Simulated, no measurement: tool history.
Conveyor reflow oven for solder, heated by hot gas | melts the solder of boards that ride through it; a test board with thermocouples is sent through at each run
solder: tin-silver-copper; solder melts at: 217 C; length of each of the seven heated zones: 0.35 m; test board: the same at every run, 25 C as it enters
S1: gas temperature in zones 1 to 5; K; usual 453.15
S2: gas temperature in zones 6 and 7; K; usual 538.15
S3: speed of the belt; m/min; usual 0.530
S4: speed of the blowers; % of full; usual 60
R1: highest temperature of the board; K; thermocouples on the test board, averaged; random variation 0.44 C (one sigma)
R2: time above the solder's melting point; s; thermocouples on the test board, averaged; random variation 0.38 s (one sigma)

Run 1, hour 0.0: usual settings. Result: R1 525.95 K, R2 62.8 s.
Run 2, hour 17.1: usual settings. Result: R1 525.85 K, R2 62.5 s.
Run 3, hour 35.0: usual settings but S1 449.15 K. Result: R1 525.45 K, R2 61.1 s.
Run 4, hour 53.5: usual settings but S1 449.15 K. Result: R1 524.45 K, R2 61.1 s.
Run 5, hour 70.1: usual settings. Result: R1 525.45 K, R2 62.5 s.
Run 6, hour 80.4: usual settings but S3 0.480 m/min. Result: R1 528.15 K, R2 72.7 s.
Run 7, hour 93.0: usual settings but S3 0.480 m/min. Result: R1 528.15 K, R2 72.1 s.
Run 8, hour 103.0: usual settings but S3 0.480 m/min. Result: R1 527.75 K, R2 72.3 s.
Run 9, hour 114.0: usual settings but S2 541.15 K, S3 0.502 m/min, S4 71 % of full. Result: R1 532.25 K, R2 71.3 s.
Run 10, hour 130.8: usual settings but S2 548.15 K. Result: R1 535.35 K, R2 68.4 s.
Run 11, hour 146.6: usual settings but S2 548.15 K. Result: R1 534.75 K, R2 68.1 s.
Run 12, hour 168.8: usual settings but S2 548.15 K. Result: R1 534.55 K, R2 68.5 s.
Run 13, hour 182.5: usual settings but S2 545.15 K, S3 0.421 m/min, S4 87 % of full. Result: R1 540.95 K, R2 91.1 s.
Run 14, hour 198.5: usual settings but S1 460.15 K, S3 0.420 m/min. Result: R1 531.55 K, R2 89.4 s.

Forecast each of these 3 alternatives for the next run:
Run A, hour 221.1: usual settings but S1 460.15 K, S3 0.491 m/min, S4 58 % of full. Result: R1 ?, R2 ?.
Run B, hour 221.1: usual settings but S2 553.15 K, S3 0.442 m/min, S4 74 % of full. Result: R1 ?, R2 ?.
Run C, hour 221.1: usual settings but S3 0.611 m/min. Result: R1 ?, R2 ?.

run      R1    R2
  A  528.05  73.0
  B  546.35  89.9
  C  520.85  50.0
Without the tool's hidden state the same runs would have given:
run      R1    R2
  A  527.95  72.9
  B  546.25  89.8
  C  520.75  49.9
